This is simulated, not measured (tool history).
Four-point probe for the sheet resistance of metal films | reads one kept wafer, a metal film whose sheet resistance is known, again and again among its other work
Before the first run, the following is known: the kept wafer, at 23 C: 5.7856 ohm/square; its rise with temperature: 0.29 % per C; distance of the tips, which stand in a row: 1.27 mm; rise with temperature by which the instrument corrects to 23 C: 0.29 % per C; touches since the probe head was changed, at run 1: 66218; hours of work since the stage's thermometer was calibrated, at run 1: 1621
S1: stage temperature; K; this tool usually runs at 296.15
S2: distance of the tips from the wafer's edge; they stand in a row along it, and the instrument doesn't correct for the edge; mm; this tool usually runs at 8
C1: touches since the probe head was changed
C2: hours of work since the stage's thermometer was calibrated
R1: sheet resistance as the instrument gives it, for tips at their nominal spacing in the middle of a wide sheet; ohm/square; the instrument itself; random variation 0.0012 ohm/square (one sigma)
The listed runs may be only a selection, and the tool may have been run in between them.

run 1 hour=0 | S1=296.15 S2=8 | C1=66218 C2=1621 | R1=5.862398
run 2 hour=61.6 | S1=304.15 S2=8 | C1=67488 C2=1656 | R1=5.86619
run 3 hour=129.4 | S1=304.15 S2=8 | C1=68887 C2=1696 | R1=5.866556
run 4 hour=182.8 | S1=293.15 S2=8 | C1=69990 C2=1727 | R1=5.861732
run 5 hour=247.6 | S1=296.15 S2=26 | C1=71325 C2=1764 | R1=5.793051
run 6 hour=323.7 | S1=296.15 S2=26 | C1=72896 C2=1809 | R1=5.794208
run 7 hour=372.2 | S1=296.15 S2=26 | C1=73897 C2=1837 | R1=5.794408
run 8 hour=413.2 | S1=296.15 S2=26 | C1=74742 C2=1861 | R1=5.7918
run 9 hour=447.2 | S1=296.15 S2=8 | C1=75443 C2=1881 | R1=5.862678
run 10 hour=524.6 | S1=296.15 S2=8 | C1=77039 C2=1926 | R1=5.861567
run 11 hour=578.1 | S1=296.15 S2=8 | C1=78143 C2=1957 | R1=5.862505
run 12 hour=613.6 | S1=296.15 S2=8 | C1=78876 C2=1977 | R1=5.8633
run 13 hour=651.8 | S1=296.15 S2=7 | C1=79664 C2=1999 | R1=5.885892
run 14 hour=715.5 | S1=296.15 S2=8 | C1=80979 C2=2037 | R1=5.863924
run 15 hour=752.9 | S1=296.15 S2=8 | C1=81751 C2=2058 | R1=5.862957
run 16 hour=835.5 | S1=296.15 S2=8 | C1=83454 C2=2106 | R1=5.863059
run 17 hour=913.9 | S1=296.15 S2=18 | C1=85072 C2=2152 | R1=5.800342
-- hour=926.3 stage's thermometer calibrated
run 18 hour=965.4 | S1=296.15 S2=8 | C1=86124 C2=23 | R1=5.863812
run 19 hour=1040.9 | S1=296.15 S2=38 | C1=87682 C2=67 | R1=5.789545
run 20 hour=1096.2 | S1=296.15 S2=3 | C1=88822 C2=99 | R1=6.290003
run 21 hour=1153.2 | S1=296.15 S2=3 | C1=89997 C2=132 | R1=6.289997
run 22 hour=1208.5 | S1=296.15 S2=3 | C1=91139 C2=164 | R1=6.288845
run 23 hour=1267.7 | S1=299.15 S2=8 | C1=92361 C2=199 | R1=5.865722
run 24 hour=1305.1 | S1=296.15 S2=53 | C1=93133 C2=220 | R1=5.786806
run 25 hour=1373 | S1=296.15 S2=53 | C1=94532 C2=260 | R1=5.78658
run 26 hour=1427.3 | S1=296.15 S2=53 | C1=95653 C2=291 | R1=5.786094
run 27 hour=1471.1 | S1=296.15 S2=53 | C1=96557 C2=317 | R1=5.788209
run 28 hour=1536.9 | S1=307.15 S2=28 | C1=97915 C2=355 | R1=5.795328
run 29 hour=1577.9 | S1=298.15 S2=10 | C1=98761 C2=379 | R1=5.834807
run 30 hour=1656.3 | S1=307.15 S2=8 | C1=100377 C2=424 | R1=5.865731
run 31 hour=1716 | S1=303.15 S2=8 | C1=101610 C2=459 | R1=5.865369
run 32 hour=1753.5 | S1=301.15 S2=8 | C1=102384 C2=481 | R1=5.864662
run 33 hour=1833.5 | S1=298.15 S2=35 | C1=104033 C2=527 | R1=5.792902
run 34 hour=1878.6 | S1=298.15 S2=35 | C1=104964 C2=554 | R1=5.788376
run 35 hour=1937.7 | S1=293.15 S2=35 | C1=106182 C2=588 | R1=5.787471
run 36 hour=2010.6 | S1=293.15 S2=35 | C1=107686 C2=630 | R1=5.788422
run 37 hour=2056.5 | S1=307.15 S2=12 | C1=108635 C2=657 | R1=5.824566
run 38 hour=2132.7 | S1=307.15 S2=12 | C1=110206 C2=701 | R1=5.824173
run 39 hour=2189.3 | S1=300.15 S2=23 | C1=111374 C2=734 | R1=5.796802
run 40 hour=2243.4 | S1=300.15 S2=23 | C1=112491 C2=766 | R1=5.794447
run 41 hour=2319 | S1=292.15 S2=26 | C1=114049 C2=810 | R1=5.789981
run 42 hour=2360.9 | S1=292.15 S2=26 | C1=114914 C2=834 | R1=5.790324
run 43 hour=2409.5 | S1=304.15 S2=8 | C1=115916 C2=862 | R1=5.865347
run 44 hour=2450.5 | S1=294.15 S2=8 | C1=116761 C2=886 | R1=5.861671

Describe how what the log doesn't record of the tool's condition differs between the last listed run preceding each entry between runs and the first listed run following it.
Logged between run 17 and run 18: stage's thermometer calibrated (hour 926.3)
  inner tips' distance over the nominal, %: -0.01 -> -0.011
